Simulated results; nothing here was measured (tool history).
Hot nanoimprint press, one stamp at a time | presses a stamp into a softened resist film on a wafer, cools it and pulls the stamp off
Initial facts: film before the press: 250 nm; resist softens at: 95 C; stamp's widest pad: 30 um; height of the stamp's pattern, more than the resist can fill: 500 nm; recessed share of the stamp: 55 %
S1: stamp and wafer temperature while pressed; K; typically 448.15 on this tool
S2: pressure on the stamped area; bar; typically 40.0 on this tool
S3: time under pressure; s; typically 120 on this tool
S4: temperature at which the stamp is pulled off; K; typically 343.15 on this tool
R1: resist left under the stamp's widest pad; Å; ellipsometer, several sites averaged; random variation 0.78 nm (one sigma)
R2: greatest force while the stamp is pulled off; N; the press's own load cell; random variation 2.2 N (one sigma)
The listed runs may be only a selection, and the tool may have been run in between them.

Run 1, day 0.000: usual settings. Result: R1 1404 Å, R2 99 N.
Run 2, day 2.092: usual settings. Result: R1 1398 Å, R2 100 N.
Run 3, day 3.229: usual settings. Result: R1 1395 Å, R2 99 N.
Run 4, day 5.375: usual settings but S2 54.1 bar. Result: R1 1217 Å, R2 99 N.
Run 5, day 6.525: usual settings but S3 101 s. Result: R1 1464 Å, R2 102 N.
Run 6, day 8.250: usual settings but S3 101 s. Result: R1 1453 Å, R2 96 N.
Run 7, day 9.683: usual settings but S2 24.9 bar. Result: R1 1636 Å, R2 97 N.
At day 11.254: stamp cleaned and given a new release coat.
Run 8, day 11.308: usual settings but S1 451.15 K. Result: R1 1266 Å, R2 101 N.
Run 9, day 13.388: usual settings but S1 451.15 K. Result: R1 1275 Å, R2 100 N.
Run 10, day 14.496: usual settings but S1 455.15 K. Result: R1 1148 Å, R2 101 N.
Run 11, day 16.579: usual settings but S1 455.15 K. Result: R1 1134 Å, R2 96 N.
Run 12, day 18.904: usual settings but S1 458.15 K, S2 60.6 bar, S3 65 s. Result: R1 1083 Å, R2 93 N.
At day 20.521: gauge calibrated.
Run 13, day 21.208: usual settings but S1 458.15 K, S2 60.6 bar, S3 137 s, S4 349.15 K. Result: R1 839 Å, R2 89 N.
At day 21.712: plate thermocouple calibrated.
Run 14, day 23.125: usual settings but S1 458.15 K, S2 60.6 bar, S3 137 s, S4 349.15 K. Result: R1 832 Å, R2 89 N.
Run 15, day 25.350: usual settings but S1 458.15 K, S2 60.6 bar, S3 137 s, S4 349.15 K. Result: R1 834 Å, R2 94 N.
Run 16, day 27.375: usual settings but S1 449.15 K, S2 47.5 bar, S4 339.15 K. Result: R1 1252 Å, R2 104 N.
Run 17, day 29.821: usual settings but S1 451.15 K, S2 47.5 bar, S3 164 s, S4 339.15 K. Result: R1 1053 Å, R2 107 N.
At day 30.679: stamp cleaned and given a new release coat.
Run 18, day 31.925: usual settings but S1 451.15 K, S2 47.5 bar, S3 164 s, S4 339.15 K. Result: R1 1048 Å, R2 105 N.
Run 19, day 32.988: usual settings but S1 447.15 K, S2 24.2 bar, S3 164 s, S4 339.15 K. Result: R1 1557 Å, R2 106 N.
Run 20, day 34.592: usual settings but S1 443.15 K, S2 53.1 bar, S3 136 s, S4 334.15 K. Result: R1 1338 Å, R2 112 N.
Run 21, day 35.850: usual settings but S1 443.15 K, S2 56.0 bar, S3 187 s, S4 334.15 K. Result: R1 1167 Å, R2 110 N.

Below are 5 alternative next runs, each starting from the tool's condition after run 21. Predict each:
Run A, day 38.250: usual settings but S1 443.15 K, S2 56.0 bar, S3 72 s, S4 334.15 K. Result: R1 ?, R2 ?.
Run B, day 38.250: usual settings but S1 437.15 K, S3 194 s, S4 328.15 K. Result: R1 ?, R2 ?.
Run C, day 38.250: usual settings but S1 452.15 K, S2 56.0 bar, S3 187 s, S4 334.15 K. Result: R1 ?, R2 ?.
Run D, day 38.250: usual settings but S1 442.15 K, S3 60 s, S4 330.15 K. Result: R1 ?, R2 ?.
Run E, day 38.250: usual settings but S1 449.15 K, S2 47.6 bar, S3 65 s, S4 334.15 K. Result: R1 ?, R2 ?.

run    R1   R2
  A  1592  109
  B  1564  121
  C   888  108
  D  1870  119
  E  1505  113
Stripped of hidden state, with their random variation kept, the same runs would have yielded:
run    R1   R2
  A  1631  108
  B  1603  120
  C   909  108
  D  1917  118
  E  1542  112
